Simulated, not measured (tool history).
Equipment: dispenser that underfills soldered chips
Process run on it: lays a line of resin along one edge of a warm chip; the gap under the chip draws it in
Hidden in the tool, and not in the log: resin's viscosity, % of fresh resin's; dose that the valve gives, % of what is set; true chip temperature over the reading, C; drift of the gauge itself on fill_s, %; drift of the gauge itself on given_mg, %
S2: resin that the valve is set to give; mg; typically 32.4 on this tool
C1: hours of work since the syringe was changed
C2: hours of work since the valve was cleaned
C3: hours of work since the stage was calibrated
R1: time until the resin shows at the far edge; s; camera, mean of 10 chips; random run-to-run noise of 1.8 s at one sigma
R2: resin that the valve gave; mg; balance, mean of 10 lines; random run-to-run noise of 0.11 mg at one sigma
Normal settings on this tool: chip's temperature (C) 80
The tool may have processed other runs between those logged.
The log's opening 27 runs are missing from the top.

run 28 hour=166.2 | chip's_temperature_(C)=77 S2=31.8 | C1=8 C2=109 C3=209 | R1=364.0 R2=29.70
-- hour=166.9 new syringe of resin
run 29 hour=170.4 | chip's_temperature_(C)=82 S2=36.8 | C1=2 C2=112 C3=211 | R1=200.5 R2=34.38
run 30 hour=174.7 | chip's_temperature_(C)=78 S2=33.5 | C1=5 C2=115 C3=214 | R1=301.5 R2=31.27
-- hour=179.4 new syringe of resin
run 31 hour=179.5 | chip's_temperature_(C)=90 S2=29.6 | C1=0 C2=118 C3=217 | R1=123.6 R2=27.56
run 32 hour=185.2 | chip's_temperature_(C)=91 S2=30.6 | C1=4 C2=121 C3=221 | R1=160.1 R2=28.33
run 33 hour=189.3 | chip's_temperature_(C)=91 S2=30.6 | C1=7 C2=124 C3=223 | R1=197.9 R2=28.23
-- hour=191.3 new syringe of resin
run 34 hour=195.2 | chip's_temperature_(C)=91 S2=30.6 | C1=3 C2=128 C3=227 | R1=145.0 R2=28.24
-- hour=198.8 dispensing valve cleaned and set on the balance
run 35 hour=201.1 | chip's_temperature_(C)=77 S2=36.8 | C1=6 C2=2 C3=230 | R1=315.7 R2=36.73

Predict each of these 4 candidate next runs independently; none follows another, all start after run 35:
-- hour=204.3 new syringe of resin
run A hour=208.8 | chip's_temperature_(C)=91 S2=36.8 | C1=3 C2=6 C3=235 | R1=? R2=?
-- hour=204.3 new syringe of resin
run B hour=208.8 | chip's_temperature_(C)=88 S2=38.0 | C1=3 C2=6 C3=235 | R1=? R2=?
-- hour=204.3 new syringe of resin
run C hour=208.8 | chip's_temperature_(C)=87 S2=33.5 | C1=3 C2=6 C3=235 | R1=? R2=?
-- hour=204.3 new syringe of resin
run D hour=208.8 | chip's_temperature_(C)=80 S2=41.0 | C1=3 C2=6 C3=235 | R1=? R2=?

run=A R1=150.0 R2=36.73
run=B R1=169.4 R2=37.83
run=C R1=175.3 R2=33.52
run=D R1=228.5 R2=40.96
Had the tool no hidden state, the same runs would have come out as:
run=A R1=111.3 R2=36.84
run=B R1=125.6 R2=37.95
run=C R1=130.0 R2=33.63
run=D R1=169.0 R2=41.09

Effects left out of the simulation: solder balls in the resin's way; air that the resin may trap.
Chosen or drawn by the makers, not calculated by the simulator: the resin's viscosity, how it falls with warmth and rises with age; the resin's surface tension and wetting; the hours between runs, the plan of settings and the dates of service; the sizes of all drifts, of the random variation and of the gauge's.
